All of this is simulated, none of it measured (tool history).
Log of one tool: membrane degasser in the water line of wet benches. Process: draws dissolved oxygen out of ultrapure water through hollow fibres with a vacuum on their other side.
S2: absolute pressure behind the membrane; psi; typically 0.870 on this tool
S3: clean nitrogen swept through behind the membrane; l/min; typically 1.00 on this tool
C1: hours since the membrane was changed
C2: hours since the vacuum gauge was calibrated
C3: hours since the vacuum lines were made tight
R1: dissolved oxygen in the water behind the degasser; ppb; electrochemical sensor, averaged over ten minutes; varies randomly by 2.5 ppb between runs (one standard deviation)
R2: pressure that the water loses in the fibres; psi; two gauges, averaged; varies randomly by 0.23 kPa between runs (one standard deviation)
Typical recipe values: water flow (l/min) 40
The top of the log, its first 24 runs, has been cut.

Run 25, hour 1363.8: usual settings but water flow (l/min) 53, S2 1.092 psi, S3 0.85 l/min; C1 4415; C2 2817; C3 4033. Result: R1 533.9 ppb, R2 10.755 psi.
Run 26, hour 1436.8: usual settings but water flow (l/min) 59, S2 1.678 psi, S3 0.97 l/min; C1 4488; C2 2890; C3 4106. Result: R1 939.3 ppb, R2 11.941 psi.
Run 27, hour 1512.5: usual settings but water flow (l/min) 27, S2 0.587 psi; C1 4563; C2 2966; C3 4182. Result: R1 61.8 ppb, R2 5.491 psi.
Run 28, hour 1558.1: usual settings but water flow (l/min) 27, S2 0.587 psi; C1 4609; C2 3011; C3 4228. Result: R1 61.8 ppb, R2 5.514 psi.
Run 29, hour 1605.3: usual settings but water flow (l/min) 33, S2 1.311 psi, S3 1.21 l/min; C1 4656; C2 3058; C3 4275. Result: R1 348.8 ppb, R2 6.717 psi.
Run 30, hour 1674.2: usual settings but water flow (l/min) 57, S2 1.052 psi, S3 2.26 l/min; C1 4725; C2 3127; C3 4344. Result: R1 290.1 ppb, R2 11.574 psi.
Run 31, hour 1747.9: usual settings but water flow (l/min) 43, S2 0.911 psi, S3 0.48 l/min; C1 4799; C2 3201; C3 4418. Result: R1 466.4 ppb, R2 8.721 psi.
Run 32, hour 1803.9: usual settings but water flow (l/min) 47, S2 1.426 psi, S3 0.55 l/min; C1 4855; C2 3257; C3 4474. Result: R1 907.2 ppb, R2 9.654 psi.
Run 33, hour 1868.7: usual settings but water flow (l/min) 36, S3 0.79 l/min; C1 4919; C2 3322; C3 4538. Result: R1 270.4 ppb, R2 7.304 psi.

Predict each of these 3 candidate next runs independently; none follows another, all start after run 33:
Run A, hour 1900.8: usual settings but water flow (l/min) 25, S2 0.638 psi, S3 0.51 l/min; C1 4952; C2 3354; C3 4570. Result: R1 ?, R2 ?.
Run B, hour 1900.8: usual settings but S2 0.780 psi, S3 2.65 l/min; C1 4952; C2 3354; C3 4570. Result: R1 ?, R2 ?.
Run C, hour 1900.8: usual settings but water flow (l/min) 62, S3 0.79 l/min; C1 4952; C2 3354; C3 4570. Result: R1 ?, R2 ?.

run     R1      R2
  A  123.2   5.097
  B  110.4   8.144
  C  440.2  12.557
Take away the tool's hidden state, keep each run's random variation, and the runs would have read:
run     R1      R2
  A  123.0   5.095
  B  110.3   8.142
  C  439.9  12.553
